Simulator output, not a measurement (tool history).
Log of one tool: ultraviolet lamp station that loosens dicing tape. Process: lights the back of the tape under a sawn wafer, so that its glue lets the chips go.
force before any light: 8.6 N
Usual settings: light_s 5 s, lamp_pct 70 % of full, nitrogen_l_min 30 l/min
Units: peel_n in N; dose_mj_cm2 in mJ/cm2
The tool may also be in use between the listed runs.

run 1 hour=0.0 | light_s=5 lamp_pct=70 nitrogen_l_min=30 | peel_n=1.450 dose_mj_cm2=444
run 2 hour=35.1 | light_s=5 lamp_pct=70 nitrogen_l_min=30 | peel_n=1.470 dose_mj_cm2=432
run 3 hour=56.6 | light_s=5 lamp_pct=70 nitrogen_l_min=30 | peel_n=1.455 dose_mj_cm2=436
run 4 hour=87.4 | light_s=5 lamp_pct=70 nitrogen_l_min=30 | peel_n=1.500 dose_mj_cm2=430
run 5 hour=121.8 | light_s=5 lamp_pct=82 nitrogen_l_min=30 | peel_n=1.148 dose_mj_cm2=499
run 6 hour=154.0 | light_s=5 lamp_pct=70 nitrogen_l_min=30 | peel_n=1.546 dose_mj_cm2=428
run 7 hour=173.8 | light_s=4 lamp_pct=86 nitrogen_l_min=58 | peel_n=1.256 dose_mj_cm2=411
run 8 hour=209.5 | light_s=4 lamp_pct=78 nitrogen_l_min=34 | peel_n=1.766 dose_mj_cm2=377
-- hour=234.5 window cleaned of glue's vapour
run 9 hour=238.3 | light_s=5 lamp_pct=64 nitrogen_l_min=16 | peel_n=2.211 dose_mj_cm2=410
run 10 hour=274.9 | light_s=6 lamp_pct=71 nitrogen_l_min=53 | peel_n=0.786 dose_mj_cm2=538
run 11 hour=296.6 | light_s=5 lamp_pct=82 nitrogen_l_min=30 | peel_n=1.096 dose_mj_cm2=519
run 12 hour=314.7 | light_s=7 lamp_pct=96 nitrogen_l_min=16 | peel_n=0.600 dose_mj_cm2=839

Forecast each of these 3 alternatives for the next run:
run A hour=333.0 | light_s=5 lamp_pct=89 nitrogen_l_min=30 | peel_n=? dose_mj_cm2=?
run B hour=333.0 | light_s=9 lamp_pct=96 nitrogen_l_min=52 | peel_n=? dose_mj_cm2=?
run C hour=333.0 | light_s=5 lamp_pct=78 nitrogen_l_min=24 | peel_n=? dose_mj_cm2=?

run=A peel_n=0.927 dose_mj_cm2=556
run=B peel_n=0.221 dose_mj_cm2=1073
run=C peel_n=1.351 dose_mj_cm2=489
Without the tool's hidden state the same runs would have given:
run=A peel_n=0.787 dose_mj_cm2=603
run=B peel_n=0.205 dose_mj_cm2=1164
run=C peel_n=1.170 dose_mj_cm2=531

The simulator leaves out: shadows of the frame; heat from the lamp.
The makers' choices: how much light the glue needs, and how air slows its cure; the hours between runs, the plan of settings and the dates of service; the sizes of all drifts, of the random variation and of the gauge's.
